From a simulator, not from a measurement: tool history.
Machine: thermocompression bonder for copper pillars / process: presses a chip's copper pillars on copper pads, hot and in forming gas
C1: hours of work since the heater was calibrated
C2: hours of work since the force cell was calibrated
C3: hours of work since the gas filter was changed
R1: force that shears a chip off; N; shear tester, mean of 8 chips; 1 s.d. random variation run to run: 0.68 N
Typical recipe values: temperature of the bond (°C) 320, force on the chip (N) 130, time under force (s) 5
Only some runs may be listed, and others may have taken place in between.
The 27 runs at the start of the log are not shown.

{"run": 28, "hour": 262.5, "temperature of the bond (°C)": 336, "force on the chip (N)": 131, "time under force (s)": 5, "C1": 722, "C2": 205, "C3": 143, "R1": 76.0}
{"run": 29, "hour": 274.0, "temperature of the bond (°C)": 336, "force on the chip (N)": 131, "time under force (s)": 5, "C1": 727, "C2": 210, "C3": 148, "R1": 76.8}
{"hour": 281.7, "done": "heater calibrated with a thermocouple chip"}
{"run": 30, "hour": 286.9, "temperature of the bond (°C)": 336, "force on the chip (N)": 131, "time under force (s)": 5, "C1": 2, "C2": 215, "C3": 153, "R1": 77.4}
{"run": 31, "hour": 296.4, "temperature of the bond (°C)": 333, "force on the chip (N)": 117, "time under force (s)": 7, "C1": 7, "C2": 220, "C3": 158, "R1": 79.0}
{"run": 32, "hour": 305.9, "temperature of the bond (°C)": 333, "force on the chip (N)": 182, "time under force (s)": 5, "C1": 12, "C2": 224, "C3": 162, "R1": 86.7}
{"run": 33, "hour": 312.0, "temperature of the bond (°C)": 333, "force on the chip (N)": 182, "time under force (s)": 5, "C1": 14, "C2": 227, "C3": 165, "R1": 85.9}
{"run": 34, "hour": 325.5, "temperature of the bond (°C)": 333, "force on the chip (N)": 182, "time under force (s)": 5, "C1": 21, "C2": 234, "C3": 172, "R1": 85.8}
{"run": 35, "hour": 336.0, "temperature of the bond (°C)": 313, "force on the chip (N)": 184, "time under force (s)": 11, "C1": 26, "C2": 239, "C3": 177, "R1": 89.0}
{"run": 36, "hour": 346.7, "temperature of the bond (°C)": 313, "force on the chip (N)": 184, "time under force (s)": 11, "C1": 31, "C2": 244, "C3": 182, "R1": 89.8}
{"run": 37, "hour": 359.4, "temperature of the bond (°C)": 325, "force on the chip (N)": 130, "time under force (s)": 5, "C1": 37, "C2": 250, "C3": 188, "R1": 69.1}
{"run": 38, "hour": 366.8, "temperature of the bond (°C)": 320, "force on the chip (N)": 123, "time under force (s)": 5, "C1": 41, "C2": 253, "C3": 191, "R1": 63.0}
{"run": 39, "hour": 380.7, "temperature of the bond (°C)": 320, "force on the chip (N)": 176, "time under force (s)": 9, "C1": 47, "C2": 260, "C3": 198, "R1": 87.6}

Alternative continuations, all from the tool just after run 39; predict every row:
{"run": "A", "hour": 386.6, "temperature of the bond (°C)": 303, "force on the chip (N)": 79, "time under force (s)": 9, "C1": 50, "C2": 263, "C3": 201, "R1": "?"}
{"run": "B", "hour": 386.6, "temperature of the bond (°C)": 320, "force on the chip (N)": 130, "time under force (s)": 5, "C1": 50, "C2": 263, "C3": 201, "R1": "?"}
{"run": "C", "hour": 386.6, "temperature of the bond (°C)": 346, "force on the chip (N)": 176, "time under force (s)": 7, "C1": 50, "C2": 263, "C3": 201, "R1": "?"}
{"run": "D", "hour": 386.6, "temperature of the bond (°C)": 325, "force on the chip (N)": 130, "time under force (s)": 5, "C1": 50, "C2": 263, "C3": 201, "R1": "?"}

run=A R1=50.6
run=B R1=64.9
run=C R1=103.4
run=D R1=67.8
What these runs would have given with no unlogged condition in the tool:
run=A R1=50.7
run=B R1=65.0
run=C R1=103.6
run=D R1=67.9
